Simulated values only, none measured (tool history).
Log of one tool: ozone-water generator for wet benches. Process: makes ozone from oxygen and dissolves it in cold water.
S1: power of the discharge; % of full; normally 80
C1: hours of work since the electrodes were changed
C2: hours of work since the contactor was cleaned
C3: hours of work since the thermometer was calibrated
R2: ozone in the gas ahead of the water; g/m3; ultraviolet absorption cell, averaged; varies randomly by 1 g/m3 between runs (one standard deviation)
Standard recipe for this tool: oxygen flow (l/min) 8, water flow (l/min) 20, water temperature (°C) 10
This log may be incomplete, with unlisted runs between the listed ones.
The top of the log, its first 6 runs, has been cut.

Run 7, hour 157.2: usual settings but water temperature (°C) 5; C1 176; C2 2083; C3 3962. Result: dissolved ozone (ppm) 26.8, R2 178.6 g/m3.
Run 8, hour 183.4: usual settings but oxygen flow (l/min) 4.55; C1 198; C2 2105; C3 3984. Result: dissolved ozone (ppm) 22.3, R2 218.1 g/m3.
Run 9, hour 217.5: usual settings but oxygen flow (l/min) 4.55; C1 226; C2 2132; C3 4012. Result: dissolved ozone (ppm) 22.3, R2 217.8 g/m3.
Run 10, hour 251.1: usual settings but oxygen flow (l/min) 4.55, water temperature (°C) 17; C1 253; C2 2160; C3 4039. Result: dissolved ozone (ppm) 20.3, R2 218.2 g/m3.
Run 11, hour 286.1: usual settings; C1 282; C2 2189; C3 4068. Result: dissolved ozone (ppm) 24.9, R2 176.5 g/m3.
Run 12, hour 313.9: usual settings; C1 305; C2 2211; C3 4091. Result: dissolved ozone (ppm) 25, R2 175.7 g/m3.
Run 13, hour 345: usual settings; C1 330; C2 2237; C3 4116. Result: dissolved ozone (ppm) 24.9, R2 177.6 g/m3.
Run 14, hour 372.7: usual settings; C1 353; C2 2260; C3 4139. Result: dissolved ozone (ppm) 24.8, R2 175.3 g/m3.
Run 15, hour 402.9: usual settings; C1 378; C2 2284; C3 4163. Result: dissolved ozone (ppm) 24.8, R2 174.8 g/m3.
Run 16, hour 428.2: usual settings; C1 398; C2 2305; C3 4184. Result: dissolved ozone (ppm) 24.7, R2 177.5 g/m3.

Run 17 comes next. What will it give?
Run 17, hour 459.2: usual settings but water flow (l/min) 30; C1 424; C2 2330; C3 4210. Result: dissolved ozone (ppm) ?, R2 ?.

dissolved ozone (ppm): 17.5
R2: 177.1 g/m3
Had the tool carried no hidden state, the very same run would have given dissolved ozone (ppm) 18.2, R2 179.7 g/m3.

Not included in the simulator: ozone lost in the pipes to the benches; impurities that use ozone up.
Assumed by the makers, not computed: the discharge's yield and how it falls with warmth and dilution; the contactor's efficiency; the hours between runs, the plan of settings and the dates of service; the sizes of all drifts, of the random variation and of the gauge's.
